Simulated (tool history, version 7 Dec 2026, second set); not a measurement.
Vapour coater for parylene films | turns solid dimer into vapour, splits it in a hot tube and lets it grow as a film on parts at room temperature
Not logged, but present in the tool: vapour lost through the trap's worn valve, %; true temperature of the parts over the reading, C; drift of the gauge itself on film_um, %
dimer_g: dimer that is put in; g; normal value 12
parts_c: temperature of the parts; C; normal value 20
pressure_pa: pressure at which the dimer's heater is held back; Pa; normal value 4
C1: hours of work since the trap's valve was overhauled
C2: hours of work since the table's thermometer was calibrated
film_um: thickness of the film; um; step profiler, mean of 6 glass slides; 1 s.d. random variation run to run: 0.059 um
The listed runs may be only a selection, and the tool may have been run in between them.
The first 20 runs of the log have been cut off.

{"hour": 457.1, "done": "trap's valve overhauled, once more"}
{"run": 21, "hour": 470.3, "dimer_g": 12, "parts_c": 28, "pressure_pa": 4, "C1": 8, "C2": 1111, "film_um": 5.33}
{"run": 22, "hour": 489.9, "dimer_g": 12, "parts_c": 20, "pressure_pa": 4, "C1": 21, "C2": 1124, "film_um": 6.73}
{"run": 23, "hour": 510.5, "dimer_g": 12, "parts_c": 20, "pressure_pa": 4, "C1": 34, "C2": 1137, "film_um": 6.81}
{"run": 24, "hour": 537.4, "dimer_g": 7, "parts_c": 20, "pressure_pa": 7, "C1": 51, "C2": 1154, "film_um": 3.45}
{"run": 25, "hour": 562.4, "dimer_g": 7, "parts_c": 20, "pressure_pa": 7, "C1": 67, "C2": 1170, "film_um": 3.4}
{"run": 26, "hour": 592.2, "dimer_g": 7, "parts_c": 20, "pressure_pa": 7, "C1": 87, "C2": 1189, "film_um": 3.4}
{"run": 27, "hour": 619.3, "dimer_g": 7, "parts_c": 29, "pressure_pa": 7, "C1": 104, "C2": 1207, "film_um": 2.57}
{"run": 28, "hour": 645.2, "dimer_g": 7, "parts_c": 29, "pressure_pa": 7, "C1": 120, "C2": 1223, "film_um": 2.64}
{"run": 29, "hour": 667.2, "dimer_g": 7, "parts_c": 29, "pressure_pa": 7, "C1": 135, "C2": 1237, "film_um": 2.61}
{"run": 30, "hour": 681.6, "dimer_g": 7, "parts_c": 29, "pressure_pa": 7, "C1": 144, "C2": 1246, "film_um": 2.62}
{"run": 31, "hour": 702.7, "dimer_g": 12, "parts_c": 12, "pressure_pa": 6.7, "C1": 157, "C2": 1260, "film_um": 7.2}
{"run": 32, "hour": 729.3, "dimer_g": 12, "parts_c": 20, "pressure_pa": 9.43, "C1": 174, "C2": 1277, "film_um": 5.3}
{"run": 33, "hour": 760.6, "dimer_g": 12, "parts_c": 13, "pressure_pa": 3.91, "C1": 194, "C2": 1297, "film_um": 7.87}
{"run": 34, "hour": 779.7, "dimer_g": 12, "parts_c": 13, "pressure_pa": 3.91, "C1": 207, "C2": 1309, "film_um": 7.86}
{"run": 35, "hour": 794.4, "dimer_g": 12, "parts_c": 13, "pressure_pa": 2.76, "C1": 216, "C2": 1319, "film_um": 8.5}
{"run": 36, "hour": 812.6, "dimer_g": 12, "parts_c": 13, "pressure_pa": 2.76, "C1": 228, "C2": 1330, "film_um": 8.44}
{"run": 37, "hour": 829.4, "dimer_g": 21, "parts_c": 27, "pressure_pa": 4, "C1": 238, "C2": 1341, "film_um": 8.94}
{"run": 38, "hour": 847.3, "dimer_g": 12, "parts_c": 20, "pressure_pa": 2.24, "C1": 250, "C2": 1353, "film_um": 7.06}
{"run": 39, "hour": 876.2, "dimer_g": 12, "parts_c": 18, "pressure_pa": 2.24, "C1": 268, "C2": 1371, "film_um": 7.46}
{"run": 40, "hour": 901.1, "dimer_g": 12, "parts_c": 16, "pressure_pa": 2.24, "C1": 284, "C2": 1387, "film_um": 7.92}
{"run": 41, "hour": 920.3, "dimer_g": 9, "parts_c": 20, "pressure_pa": 4, "C1": 297, "C2": 1399, "film_um": 4.62}
{"run": 42, "hour": 934.4, "dimer_g": 12, "parts_c": 13, "pressure_pa": 2, "C1": 306, "C2": 1408, "film_um": 8.7}
{"run": 43, "hour": 951.6, "dimer_g": 12, "parts_c": 16, "pressure_pa": 4, "C1": 317, "C2": 1419, "film_um": 6.81}
{"hour": 958.6, "done": "trap's valve overhauled"}
{"run": 44, "hour": 976.4, "dimer_g": 12, "parts_c": 16, "pressure_pa": 4, "C1": 11, "C2": 1433, "film_um": 7.58}
{"run": 45, "hour": 999.0, "dimer_g": 12, "parts_c": 20, "pressure_pa": 3.74, "C1": 26, "C2": 1447, "film_um": 6.9}

5 options for the next run, each taken on its own from the tool as it stands now. Forecast them:
{"run": "A", "hour": 1013.1, "dimer_g": 5, "parts_c": 17, "pressure_pa": 8.26, "C1": 35, "C2": 1456, "film_um": "?"}
{"run": "B", "hour": 1013.1, "dimer_g": 12, "parts_c": 20, "pressure_pa": 9.93, "C1": 35, "C2": 1456, "film_um": "?"}
{"run": "C", "hour": 1013.1, "dimer_g": 21, "parts_c": 13, "pressure_pa": 3.74, "C1": 35, "C2": 1456, "film_um": "?"}
{"run": "D", "hour": 1013.1, "dimer_g": 12, "parts_c": 20, "pressure_pa": 2.6, "C1": 35, "C2": 1456, "film_um": "?"}
{"run": "E", "hour": 1013.1, "dimer_g": 13, "parts_c": 21, "pressure_pa": 2.92, "C1": 35, "C2": 1456, "film_um": "?"}

run=A film_um=2.6
run=B film_um=5.46
run=C film_um=15.16
run=D film_um=7.45
run=E film_um=7.66
Stripped of hidden state, with their random variation kept, the same runs would have yielded:
run=A film_um=2.67
run=B film_um=5.6
run=C film_um=15.56
run=D film_um=7.64
run=E film_um=7.86

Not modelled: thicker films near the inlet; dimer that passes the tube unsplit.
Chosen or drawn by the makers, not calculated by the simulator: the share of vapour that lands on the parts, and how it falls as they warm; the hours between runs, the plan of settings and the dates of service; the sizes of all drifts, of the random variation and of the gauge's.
